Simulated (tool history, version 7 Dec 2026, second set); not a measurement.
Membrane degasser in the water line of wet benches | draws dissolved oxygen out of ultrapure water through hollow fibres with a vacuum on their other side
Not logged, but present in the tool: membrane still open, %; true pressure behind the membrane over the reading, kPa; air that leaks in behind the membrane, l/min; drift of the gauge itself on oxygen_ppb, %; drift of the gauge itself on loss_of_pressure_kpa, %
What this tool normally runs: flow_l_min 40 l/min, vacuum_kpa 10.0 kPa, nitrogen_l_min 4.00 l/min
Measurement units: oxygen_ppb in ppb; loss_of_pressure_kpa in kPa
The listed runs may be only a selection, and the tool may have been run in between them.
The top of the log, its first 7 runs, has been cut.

run	hour	flow_l_min	vacuum_kpa	nitrogen_l_min	hours since the membrane was changed	hours since the vacuum gauge was calibrated	hours since the vacuum lines were made tight	oxygen_ppb	loss_of_pressure_kpa
# hour 811.3: seals of the vacuum lines changed
8	842.1	40	10.0	4.00	3072	2727	31	162.0	48.87
9	1002.2	34	10.0	4.00	3232	2887	191	137.7	41.55
# hour 1169.1: vacuum gauge calibrated
10	1169.1	40	10.0	4.00	3398	0	357	162.3	48.95
11	1274.6	40	10.0	4.00	3504	106	463	161.7	48.74
12	1445.1	40	10.0	4.00	3674	276	633	161.2	48.78
13	1556.9	40	10.0	4.00	3786	388	745	161.7	49.00
14	1663.0	40	10.0	4.00	3892	494	851	160.6	48.75
15	1824.0	63	10.0	4.00	4053	655	1012	272.8	76.92
16	1901.4	63	10.0	4.00	4130	732	1090	274.5	77.14
17	2005.4	63	10.0	4.00	4234	836	1194	273.4	77.18
18	2132.9	49	7.1	9.50	4362	964	1321	60.0	60.24
19	2256.3	59	17.4	10.76	4485	1087	1444	211.8	72.35
20	2361.6	39	7.2	7.94	4591	1193	1550	50.8	47.41
21	2509.5	39	7.2	7.94	4738	1340	1698	50.5	47.90
22	2610.2	39	7.2	7.94	4839	1441	1798	50.7	47.86
23	2746.7	27	23.1	1.81	4976	1578	1935	631.9	33.12
24	2889.4	32	8.1	4.00	5118	1720	2078	93.6	39.40
25	2994.8	28	18.9	10.71	5224	1826	2183	100.7	34.39
26	3115.1	28	18.9	10.71	5344	1946	2303	100.5	34.20
27	3239.3	28	18.9	10.71	5468	2070	2428	100.6	34.25
28	3339.0	40	16.1	4.00	5568	2170	2527	297.8	48.97
29	3417.0	40	16.1	4.00	5646	2248	2605	298.5	48.98
30	3522.1	45	16.8	4.00	5751	2353	2710	350.5	55.01
31	3679.6	45	16.8	4.00	5909	2511	2868	352.7	54.85
32	3786.5	62	20.9	4.16	6015	2617	2975	598.3	75.70

Consider 3 possible next runs. They are alternatives, not a sequence: every one starts from the tool as it was left by run 32. What does each give?
A	3955.0	34	11.4	2.46	6184	2786	3143	?	?
B	3955.0	40	10.0	3.62	6184	2786	3143	?	?
C	3955.0	40	10.0	9.73	6184	2786	3143	?	?

run	oxygen_ppb	loss_of_pressure_kpa
A	256.1	41.57
B	176.0	48.91
C	71.8	48.98
Without the tool's unlogged condition, the same runs would have read:
run	oxygen_ppb	loss_of_pressure_kpa
A	255.8	41.53
B	175.8	48.86
C	71.7	48.93

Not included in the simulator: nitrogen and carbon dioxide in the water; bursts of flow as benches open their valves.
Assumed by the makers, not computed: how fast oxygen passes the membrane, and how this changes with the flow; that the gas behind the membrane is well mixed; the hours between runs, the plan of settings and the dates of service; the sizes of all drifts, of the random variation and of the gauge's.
